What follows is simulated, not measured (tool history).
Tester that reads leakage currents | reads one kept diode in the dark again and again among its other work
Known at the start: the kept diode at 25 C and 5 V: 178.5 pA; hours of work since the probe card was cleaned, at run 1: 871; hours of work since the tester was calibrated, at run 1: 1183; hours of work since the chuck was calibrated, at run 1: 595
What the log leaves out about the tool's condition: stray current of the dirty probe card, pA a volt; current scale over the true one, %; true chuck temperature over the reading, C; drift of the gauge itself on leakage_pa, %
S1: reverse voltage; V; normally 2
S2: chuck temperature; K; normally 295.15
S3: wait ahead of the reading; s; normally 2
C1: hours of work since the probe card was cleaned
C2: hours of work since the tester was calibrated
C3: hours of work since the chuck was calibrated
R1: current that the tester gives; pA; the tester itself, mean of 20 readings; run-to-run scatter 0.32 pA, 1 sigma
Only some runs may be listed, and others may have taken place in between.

run	day	S1	S2	S3	C1	C2	C3	R1
1	0	2	295.15	2	871	1183	595	104.71
2	0.871	2	295.15	0.91	883	1195	607	105.09
3	2.554	2	295.15	0.91	907	1218	630	104.58
4	3.938	2	295.15	0.91	926	1238	649	104.53
5	5.546	2	295.15	0.91	948	1260	672	104.19
6	7.183	2	295.15	2	971	1283	695	103.93
7	8.208	1.08	295.15	2	985	1297	709	84.91
8	10	2	295.15	2	1010	1322	734	103.71
9	10.746	2	295.15	2	1021	1332	744	104.51
10	12.246	2	295.15	2	1041	1353	765	104.12

Run 11 comes next. What will it give?
11	13.529	7.85	295.15	6.73	1059	1371	783	?

{"run 11": {"R1": 162.97}}
Take away the tool's hidden state, keep the run-to-run variation as it was, and the same run would have given R1 163.05 pA.

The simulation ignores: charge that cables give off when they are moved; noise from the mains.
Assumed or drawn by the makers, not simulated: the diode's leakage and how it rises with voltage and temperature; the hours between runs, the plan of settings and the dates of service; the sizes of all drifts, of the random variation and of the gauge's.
